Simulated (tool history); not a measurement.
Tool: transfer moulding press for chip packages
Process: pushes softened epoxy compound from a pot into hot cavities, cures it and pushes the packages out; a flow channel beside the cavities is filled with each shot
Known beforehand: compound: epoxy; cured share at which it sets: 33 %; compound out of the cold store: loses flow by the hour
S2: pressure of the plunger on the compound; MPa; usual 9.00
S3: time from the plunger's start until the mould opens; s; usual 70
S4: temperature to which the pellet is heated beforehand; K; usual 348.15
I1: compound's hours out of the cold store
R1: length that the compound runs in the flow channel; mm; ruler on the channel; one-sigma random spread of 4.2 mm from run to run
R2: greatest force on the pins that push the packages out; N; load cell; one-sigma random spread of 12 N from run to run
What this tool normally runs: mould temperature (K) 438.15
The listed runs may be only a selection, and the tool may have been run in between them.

run 1 hour=0.0 | mould_temperature_(K)=438.15 S2=9.00 S3=70 S4=348.15 | I1=8.8 | R1=967 R2=831
-- hour=12.9 cavities cleaned with cleaning compound and waxed
-- hour=40.6 cavities cleaned with cleaning compound and waxed
run 2 hour=63.1 | mould_temperature_(K)=438.15 S2=9.00 S3=70 S4=348.15 | I1=16.5 | R1=899 R2=881
-- hour=71.1 cavities cleaned with cleaning compound and waxed
-- hour=100.1 cavities cleaned with cleaning compound and waxed
-- hour=129.9 cavities cleaned with cleaning compound and waxed
run 3 hour=146.9 | mould_temperature_(K)=438.15 S2=9.00 S3=70 S4=348.15 | I1=37.4 | R1=794 R2=755
-- hour=161.3 cavities cleaned with cleaning compound and waxed
-- hour=193.5 cavities cleaned with cleaning compound and waxed
-- hour=223.6 cavities cleaned with cleaning compound and waxed
run 4 hour=236.0 | mould_temperature_(K)=438.15 S2=9.00 S3=70 S4=348.15 | I1=38.4 | R1=767 R2=756
-- hour=257.1 cavities cleaned with cleaning compound and waxed
-- hour=288.2 cavities cleaned with cleaning compound and waxed
-- hour=319.5 cavities cleaned with cleaning compound and waxed
run 5 hour=334.2 | mould_temperature_(K)=438.15 S2=9.00 S3=70 S4=348.15 | I1=45.8 | R1=716 R2=777
-- hour=348.8 cavities cleaned with cleaning compound and waxed, once more
-- hour=351.3 plunger's sealing rings changed
-- hour=381.1 mould's thermocouples calibrated
-- hour=382.6 cavities cleaned with cleaning compound and waxed
run 6 hour=385.5 | mould_temperature_(K)=438.15 S2=9.00 S3=70 S4=348.15 | I1=34.8 | R1=820 R2=639
-- hour=410.3 cavities cleaned with cleaning compound and waxed
-- hour=439.3 cavities cleaned with cleaning compound and waxed
-- hour=467.5 cavities cleaned with cleaning compound and waxed
run 7 hour=476.8 | mould_temperature_(K)=438.15 S2=9.00 S3=70 S4=348.15 | I1=41.2 | R1=785 R2=676
-- hour=496.1 cavities cleaned with cleaning compound and waxed
-- hour=526.3 cavities cleaned with cleaning compound and waxed
run 8 hour=533.6 | mould_temperature_(K)=438.15 S2=9.00 S3=70 S4=348.15 | I1=38.9 | R1=777 R2=688
-- hour=560.0 cavities cleaned with cleaning compound and waxed
-- hour=590.8 cavities cleaned with cleaning compound and waxed
run 9 hour=601.9 | mould_temperature_(K)=438.15 S2=9.00 S3=70 S4=348.15 | I1=31.8 | R1=799 R2=718
-- hour=620.3 cavities cleaned with cleaning compound and waxed
-- hour=651.8 cavities cleaned with cleaning compound and waxed
run 10 hour=660.7 | mould_temperature_(K)=438.15 S2=9.00 S3=70 S4=348.15 | I1=12.8 | R1=879 R2=774
-- hour=681.8 cavities cleaned with cleaning compound and waxed
-- hour=712.9 cavities cleaned with cleaning compound and waxed
-- hour=721.0 plunger's sealing rings changed
run 11 hour=739.4 | mould_temperature_(K)=438.15 S2=9.00 S3=70 S4=348.15 | I1=11.9 | R1=944 R2=862
-- hour=747.3 cavities cleaned with cleaning compound and waxed
-- hour=779.6 cavities cleaned with cleaning compound and waxed
-- hour=811.7 cavities cleaned with cleaning compound and waxed
run 12 hour=818.5 | mould_temperature_(K)=441.15 S2=9.00 S3=78 S4=346.15 | I1=22.6 | R1=874 R2=522
-- hour=839.8 cavities cleaned with cleaning compound and waxed
-- hour=868.8 cavities cleaned with cleaning compound and waxed
run 13 hour=883.4 | mould_temperature_(K)=438.15 S2=9.00 S3=52 S4=348.15 | I1=37.4 | R1=786 R2=1495
-- hour=902.2 cavities cleaned with cleaning compound and waxed
-- hour=933.4 cavities cleaned with cleaning compound and waxed
run 14 hour=950.5 | mould_temperature_(K)=438.15 S2=7.59 S3=78 S4=348.15 | I1=17.2 | R1=801 R2=690
-- hour=964.2 cavities cleaned with cleaning compound and waxed
-- hour=993.8 cavities cleaned with cleaning compound and waxed
-- hour=1022.2 cavities cleaned with cleaning compound and waxed
run 15 hour=1041.2 | mould_temperature_(K)=438.15 S2=8.87 S3=78 S4=343.15 | I1=16.5 | R1=848 R2=698
-- hour=1055.7 cavities cleaned with cleaning compound and waxed
-- hour=1083.6 plunger's sealing rings changed
-- hour=1091.6 cavities cleaned with cleaning compound and waxed
run 16 hour=1100.8 | mould_temperature_(K)=439.15 S2=8.55 S3=63 S4=346.15 | I1=29.1 | R1=834 R2=910
-- hour=1121.9 cavities cleaned with cleaning compound and waxed
-- hour=1153.7 cavities cleaned with cleaning compound and waxed
-- hour=1183.0 cavities cleaned with cleaning compound and waxed
run 17 hour=1196.1 | mould_temperature_(K)=442.15 S2=7.76 S3=63 S4=346.15 | I1=12.6 | R1=845 R2=795
-- hour=1216.8 mould's thermocouples calibrated
-- hour=1218.3 cavities cleaned with cleaning compound and waxed
run 18 hour=1242.5 | mould_temperature_(K)=442.15 S2=7.76 S3=63 S4=346.15 | I1=27.3 | R1=773 R2=809
-- hour=1251.9 cavities cleaned with cleaning compound and waxed
-- hour=1283.9 cavities cleaned with cleaning compound and waxed
run 19 hour=1290.5 | mould_temperature_(K)=442.15 S2=7.76 S3=63 S4=346.15 | I1=38.3 | R1=722 R2=657
-- hour=1314.4 cavities cleaned with cleaning compound and waxed
-- hour=1343.2 cavities cleaned with cleaning compound and waxed
run 20 hour=1343.2 | mould_temperature_(K)=438.15 S2=9.00 S3=79 S4=341.15 | I1=15.6 | R1=866 R2=549
-- hour=1375.0 cavities cleaned with cleaning compound and waxed
-- hour=1407.6 cavities cleaned with cleaning compound and waxed
run 21 hour=1427.8 | mould_temperature_(K)=438.15 S2=9.00 S3=79 S4=341.15 | I1=35.7 | R1=764 R2=639
-- hour=1435.8 cavities cleaned with cleaning compound and waxed
-- hour=1451.4 plunger's sealing rings changed
-- hour=1470.8 cavities cleaned with cleaning compound and waxed
run 22 hour=1491.3 | mould_temperature_(K)=438.15 S2=9.00 S3=79 S4=341.15 | I1=24.8 | R1=877 R2=686

Selected run-to-run steps in R1, each split into two signed amounts: the part the tool would show with no hidden state at all (from settings, incoming material and random variation), and the remainder, which goes to the hidden state together with any gauge scatter not common to the measured and the hidden-state-free results:
Hidden state present: true mould temperature over the reading, C; pressure that reaches the compound, % of what is set; grip of the stained cavities, % over clean ones'; drift of the gauge itself on flow_mm, %; drift of the gauge itself on push_out_n, %.
Run 10 -> 11: cavities cleaned with cleaning compound and waxed, cavities cleaned with cleaning compound and waxed, plunger's sealing rings changed. R1 +65 mm: hidden state +63, all else +2.
Run 15 -> 16: mould temperature (K) 438.15 -> 439.15, S2 8.87 -> 8.55, S3 78 -> 63, S4 343.15 -> 346.15, cavities cleaned with cleaning compound and waxed, plunger's sealing rings changed, cavities cleaned with cleaning compound and waxed. R1 -14 mm: hidden state +68, all else -82.
Run 19 -> 20: mould temperature (K) 442.15 -> 438.15, S2 7.76 -> 9.00, S3 63 -> 79, S4 346.15 -> 341.15, cavities cleaned with cleaning compound and waxed, cavities cleaned with cleaning compound and waxed. R1 +144 mm: hidden state -19, all else +163.
Run 21 -> 22: cavities cleaned with cleaning compound and waxed, plunger's sealing rings changed, cavities cleaned with cleaning compound and waxed. R1 +113 mm: hidden state +60, all else +53.
